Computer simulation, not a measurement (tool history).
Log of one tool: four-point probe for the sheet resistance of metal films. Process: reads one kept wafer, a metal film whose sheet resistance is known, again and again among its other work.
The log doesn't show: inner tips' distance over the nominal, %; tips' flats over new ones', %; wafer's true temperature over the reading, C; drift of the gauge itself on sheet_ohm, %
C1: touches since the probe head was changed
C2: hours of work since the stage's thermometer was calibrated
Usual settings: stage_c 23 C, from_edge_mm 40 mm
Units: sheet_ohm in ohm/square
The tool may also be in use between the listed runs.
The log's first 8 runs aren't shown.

run 9 hour=191.8 | stage_c=23 from_edge_mm=22 | C1=8034 C2=718 | sheet_ohm=1.627907
run 10 hour=210.9 | stage_c=23 from_edge_mm=22 | C1=8256 C2=727 | sheet_ohm=1.627875
run 11 hour=240.2 | stage_c=23 from_edge_mm=36 | C1=8597 C2=742 | sheet_ohm=1.626565
run 12 hour=272.1 | stage_c=31 from_edge_mm=40 | C1=8969 C2=757 | sheet_ohm=1.610849
run 13 hour=304.2 | stage_c=31 from_edge_mm=40 | C1=9342 C2=773 | sheet_ohm=1.610655
run 14 hour=339.7 | stage_c=31 from_edge_mm=40 | C1=9755 C2=790 | sheet_ohm=1.610597
run 15 hour=368.6 | stage_c=31 from_edge_mm=40 | C1=10092 C2=804 | sheet_ohm=1.610852
run 16 hour=394.8 | stage_c=31 from_edge_mm=25 | C1=10396 C2=817 | sheet_ohm=1.611066
run 17 hour=410.5 | stage_c=28 from_edge_mm=40 | C1=10579 C2=825 | sheet_ohm=1.615924

Forecast run 18:
run 18 hour=439.4 | stage_c=22 from_edge_mm=9 | C1=10916 C2=839 | sheet_ohm=?

sheet_ohm: 1.637699 ohm/square
Without the tool's hidden state the same run would have given sheet_ohm 1.644214 ohm/square.
